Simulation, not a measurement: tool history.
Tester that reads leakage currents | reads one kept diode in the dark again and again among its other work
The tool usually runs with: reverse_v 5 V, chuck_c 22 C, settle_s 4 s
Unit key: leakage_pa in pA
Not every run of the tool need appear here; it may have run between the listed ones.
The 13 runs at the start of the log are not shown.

| run | hour | reverse_v | chuck_c | settle_s | hours of work since the probe card was cleaned | hours of work since the tester was calibrated | hours of work since the chuck was calibrated | leakage_pa |
|---|---|---|---|---|---|---|---|---|
| 14 | 395.9 | 4.13 | 22 | 4 | 1287 | 1287 | 966 | 83.91 |
| 15 | 425.9 | 5 | 22 | 4 | 1310 | 1310 | 988 | 93.2 |
| 16 | 453.8 | 5 | 22 | 4 | 1332 | 1332 | 1010 | 92.84 |
| 17 | 492.2 | 5 | 22 | 4 | 1361 | 1361 | 1039 | 92.51 |
| 18 | 513.3 | 5 | 22 | 4 | 1377 | 1377 | 1055 | 92.79 |
| 19 | 537.1 | 5 | 22 | 4 | 1395 | 1395 | 1073 | 92.31 |
| 20 | 565.6 | 1.54 | 22 | 4 | 1417 | 1417 | 1095 | 50.85 |
| 21 | 604.1 | 1.37 | 40 | 9.22 | 1446 | 1446 | 1124 | 183.62 |
| 22 | 626.6 | 1.37 | 40 | 0.84 | 1463 | 1463 | 1141 | 183.11 |
| 23 | 643.6 | 1.92 | 22 | 5.11 | 1476 | 1476 | 1154 | 56.82 |
| 24 | 672.2 | 1.92 | 22 | 5.11 | 1498 | 1498 | 1176 | 56.86 |
| 25 | 702.5 | 5 | 23 | 4 | 1521 | 1521 | 1199 | 98.91 |
| 26 | 733.4 | 12.54 | 32 | 0.79 | 1545 | 1545 | 1223 | 308.61 |
| 27 | 763.5 | 12.54 | 32 | 0.79 | 1568 | 1568 | 1246 | 307.71 |
|  | 767.8 | chuck's temperature calibrated |
| 28 | 797.2 | 12.54 | 32 | 0.79 | 1592 | 1592 | 22 | 297.92 |
| 29 | 821.4 | 3.71 | 44 | 1.48 | 1610 | 1610 | 41 | 377.96 |
| 30 | 843.5 | 11.14 | 40 | 1.92 | 1627 | 1627 | 58 | 490.73 |
| 31 | 874.3 | 11.14 | 51 | 1.92 | 1650 | 1650 | 81 | 1027.96 |
| 32 | 905.6 | 11.14 | 51 | 1.92 | 1674 | 1674 | 105 | 1026.7 |
| 33 | 940.7 | 5 | 22 | 5.71 | 1701 | 1701 | 132 | 87.92 |
| 34 | 960 | 5 | 22 | 5.71 | 1716 | 1716 | 146 | 88.47 |

What will run 35 give?
|  | 989.8 | chuck's temperature calibrated, once more |
| 35 | 994.3 | 5 | 29 | 1.32 | 1740 | 1740 | 3 | ? |

For run 35 the tool returned leakage_pa 168.41 pA.
Had the tool carried no hidden state, the very same run would have given leakage_pa 167.68 pA.
